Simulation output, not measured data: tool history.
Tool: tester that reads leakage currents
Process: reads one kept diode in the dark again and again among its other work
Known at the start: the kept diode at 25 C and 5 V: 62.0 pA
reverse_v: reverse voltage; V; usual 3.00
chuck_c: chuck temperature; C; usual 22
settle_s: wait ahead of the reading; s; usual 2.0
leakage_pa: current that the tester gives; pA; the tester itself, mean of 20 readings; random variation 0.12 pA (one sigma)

| run | hour | reverse_v | chuck_c | settle_s | leakage_pa |
|---|---|---|---|---|---|
| 1 | 0.0 | 3.00 | 22 | 2.0 | 36.52 |
| 2 | 106.4 | 3.00 | 22 | 2.0 | 36.39 |
| 3 | 208.4 | 3.00 | 22 | 2.0 | 36.48 |
| 4 | 298.8 | 3.00 | 22 | 2.0 | 36.44 |
| 5 | 367.1 | 3.00 | 22 | 2.0 | 36.43 |
| 6 | 442.9 | 1.51 | 22 | 2.0 | 26.22 |
| 7 | 546.1 | 19.13 | 22 | 2.0 | 90.66 |
| 8 | 646.3 | 19.13 | 22 | 2.0 | 91.04 |
| 9 | 693.7 | 3.00 | 52 | 2.0 | 527.90 |
| 10 | 796.9 | 3.00 | 22 | 2.0 | 36.48 |
| 11 | 844.2 | 3.00 | 40 | 2.0 | 193.14 |
| 12 | 914.8 | 3.00 | 40 | 2.0 | 193.38 |
|  | 971.1 | chuck's temperature calibrated |
| 13 | 982.1 | 3.00 | 40 | 2.0 | 192.22 |
| 14 | 1045.5 | 3.00 | 40 | 2.0 | 192.63 |
| 15 | 1132.2 | 3.00 | 40 | 2.0 | 192.00 |
| 16 | 1238.4 | 3.00 | 22 | 2.0 | 36.57 |
| 17 | 1282.6 | 3.00 | 22 | 2.0 | 36.37 |
| 18 | 1384.5 | 3.00 | 22 | 2.0 | 36.36 |

Run 19 comes next. What will it give?
| 19 | 1443.5 | 9.19 | 45 | 2.4 | ? |

Run 19 gave leakage_pa 509.80 pA.
Without the tool's hidden state the same run would have given leakage_pa 509.74 pA.
